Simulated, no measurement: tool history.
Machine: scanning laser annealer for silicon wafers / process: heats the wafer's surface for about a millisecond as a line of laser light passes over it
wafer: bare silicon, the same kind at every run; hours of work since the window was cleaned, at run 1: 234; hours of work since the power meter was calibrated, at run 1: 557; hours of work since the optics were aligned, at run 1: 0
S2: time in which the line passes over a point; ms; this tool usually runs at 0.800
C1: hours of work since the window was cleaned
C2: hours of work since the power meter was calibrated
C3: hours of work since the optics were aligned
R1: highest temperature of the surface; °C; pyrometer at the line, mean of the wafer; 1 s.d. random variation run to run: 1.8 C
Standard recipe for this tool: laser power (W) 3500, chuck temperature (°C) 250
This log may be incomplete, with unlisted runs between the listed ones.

run 1 hour=0.0 | laser_power_(W)=3500 S2=0.800 chuck_temperature_(°C)=250 | C1=234 C2=557 C3=0 | R1=923
run 2 hour=33.8 | laser_power_(W)=3500 S2=0.800 chuck_temperature_(°C)=250 | C1=256 C2=579 C3=21 | R1=919
run 3 hour=63.7 | laser_power_(W)=3500 S2=0.800 chuck_temperature_(°C)=250 | C1=275 C2=598 C3=40 | R1=918
run 4 hour=116.4 | laser_power_(W)=3500 S2=0.800 chuck_temperature_(°C)=250 | C1=308 C2=631 C3=73 | R1=915
run 5 hour=152.0 | laser_power_(W)=3500 S2=0.800 chuck_temperature_(°C)=250 | C1=330 C2=653 C3=96 | R1=910
run 6 hour=186.8 | laser_power_(W)=3500 S2=0.576 chuck_temperature_(°C)=250 | C1=352 C2=675 C3=118 | R1=806
run 7 hour=244.5 | laser_power_(W)=3500 S2=0.576 chuck_temperature_(°C)=250 | C1=388 C2=711 C3=154 | R1=800
run 8 hour=283.5 | laser_power_(W)=3500 S2=0.576 chuck_temperature_(°C)=250 | C1=413 C2=736 C3=178 | R1=803
-- hour=300.9 window over the wafer cleaned
run 9 hour=338.1 | laser_power_(W)=3500 S2=0.576 chuck_temperature_(°C)=250 | C1=23 C2=769 C3=212 | R1=835
run 10 hour=389.2 | laser_power_(W)=3500 S2=0.946 chuck_temperature_(°C)=280 | C1=56 C2=801 C3=244 | R1=1026
run 11 hour=445.3 | laser_power_(W)=3500 S2=0.946 chuck_temperature_(°C)=280 | C1=91 C2=837 C3=279 | R1=1021
run 12 hour=470.4 | laser_power_(W)=3500 S2=0.800 chuck_temperature_(°C)=257 | C1=107 C2=852 C3=295 | R1=936
run 13 hour=510.1 | laser_power_(W)=3500 S2=0.781 chuck_temperature_(°C)=250 | C1=132 C2=877 C3=320 | R1=916
run 14 hour=552.9 | laser_power_(W)=3816 S2=0.644 chuck_temperature_(°C)=249 | C1=159 C2=904 C3=347 | R1=918
run 15 hour=582.4 | laser_power_(W)=3291 S2=0.841 chuck_temperature_(°C)=250 | C1=177 C2=923 C3=365 | R1=890
run 16 hour=635.3 | laser_power_(W)=3291 S2=0.841 chuck_temperature_(°C)=250 | C1=210 C2=956 C3=399 | R1=886
run 17 hour=689.6 | laser_power_(W)=3291 S2=0.841 chuck_temperature_(°C)=250 | C1=245 C2=990 C3=433 | R1=881
run 18 hour=745.3 | laser_power_(W)=3291 S2=0.841 chuck_temperature_(°C)=247 | C1=280 C2=1025 C3=468 | R1=872

Each row is a separate what-if for the run after 18, all from the same tool condition, not one after another. Results?
run A hour=801.1 | laser_power_(W)=3500 S2=0.800 chuck_temperature_(°C)=236 | C1=315 C2=1060 C3=503 | R1=?
run B hour=801.1 | laser_power_(W)=2975 S2=0.616 chuck_temperature_(°C)=230 | C1=315 C2=1060 C3=503 | R1=?
run C hour=801.1 | laser_power_(W)=3046 S2=0.800 chuck_temperature_(°C)=268 | C1=315 C2=1060 C3=503 | R1=?
run D hour=801.1 | laser_power_(W)=3656 S2=0.630 chuck_temperature_(°C)=285 | C1=315 C2=1060 C3=503 | R1=?

run=A R1=890
run=B R1=696
run=C R1=820
run=D R1=890
Without the tool's unlogged condition, the same runs would have read:
run=A R1=940
run=B R1=733
run=C R1=863
run=D R1=937

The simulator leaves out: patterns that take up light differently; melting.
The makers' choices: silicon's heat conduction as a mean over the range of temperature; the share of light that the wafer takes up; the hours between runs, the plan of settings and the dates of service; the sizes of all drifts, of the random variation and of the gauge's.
